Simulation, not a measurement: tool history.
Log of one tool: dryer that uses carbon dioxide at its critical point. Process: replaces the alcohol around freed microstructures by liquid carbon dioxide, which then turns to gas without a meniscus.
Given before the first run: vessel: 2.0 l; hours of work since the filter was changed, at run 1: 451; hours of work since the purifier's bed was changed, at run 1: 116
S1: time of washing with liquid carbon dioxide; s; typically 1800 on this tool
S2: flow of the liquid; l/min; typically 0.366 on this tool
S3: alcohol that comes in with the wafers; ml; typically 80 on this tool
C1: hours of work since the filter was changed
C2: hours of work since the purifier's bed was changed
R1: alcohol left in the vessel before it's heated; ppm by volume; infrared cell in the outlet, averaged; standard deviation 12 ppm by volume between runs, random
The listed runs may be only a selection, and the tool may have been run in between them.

run   hour    S1     S2   S3   C1   C2    R1
  1    0.0  1800  0.366   80  451  116   911
  2   43.5  1800  0.366   69  483  149   812
  3  100.4  1800  0.366   69  526  192   851
     154.6  -- inlet filter changed
  4  160.3  1800  0.366   27    4  236   323
  5  192.7  1800  0.366   61   29  261   665
  6  243.0  1140  0.366   80   67  299  3323
  7  276.5  1140  0.366   80   92  324  3377
  8  343.1  1800  0.366   80  142  374   907
  9  379.1  1800  0.366   80  169  401   910
 10  432.4  1800  0.366   80  209  441   941
 11  492.1  1800  0.366   80  254  486   963
 12  540.2  1860  0.298   27  290  522   644
 13  576.1  1800  0.328  119  317  549  2047
 14  619.7  1680  0.407   22  350  582   361
 15  665.3  2640  0.269   45  384  616   516
 16  727.9  1440  0.505   33  432  663   421
 17  758.0  1440  0.505   33  454  686   428
 18  807.0  2700  0.298   77  491  723   579
 19  845.6  1800  0.236   43  520  752  2067
 20  905.0  2520  0.230   65  565  797  1348
     911.2  -- inlet filter changed
 21  960.6  1980  0.311   80   37  838  1200

What differs in the tool's unlogged condition from the final listed run ahead of each entry between runs to the first listed run following it?
Between runs 3 and 4: inlet filter changed (hour 154.6)
  flow that reaches the vessel past the clogged filter, %: 95 -> 99.6; alcohol in the recycled carbon dioxide, ppm: 53.6 -> 65.4
  measured value less the no-hidden-state value, R1: +195 -> +63 ppm by volume
Between runs 20 and 21: inlet filter changed (hour 911.2)
  flow that reaches the vessel past the clogged filter, %: 94.6 -> 99.3; alcohol in the recycled carbon dioxide, ppm: 212.2 -> 223.1
  measured value less the no-hidden-state value, R1: +404 -> +243 ppm by volume
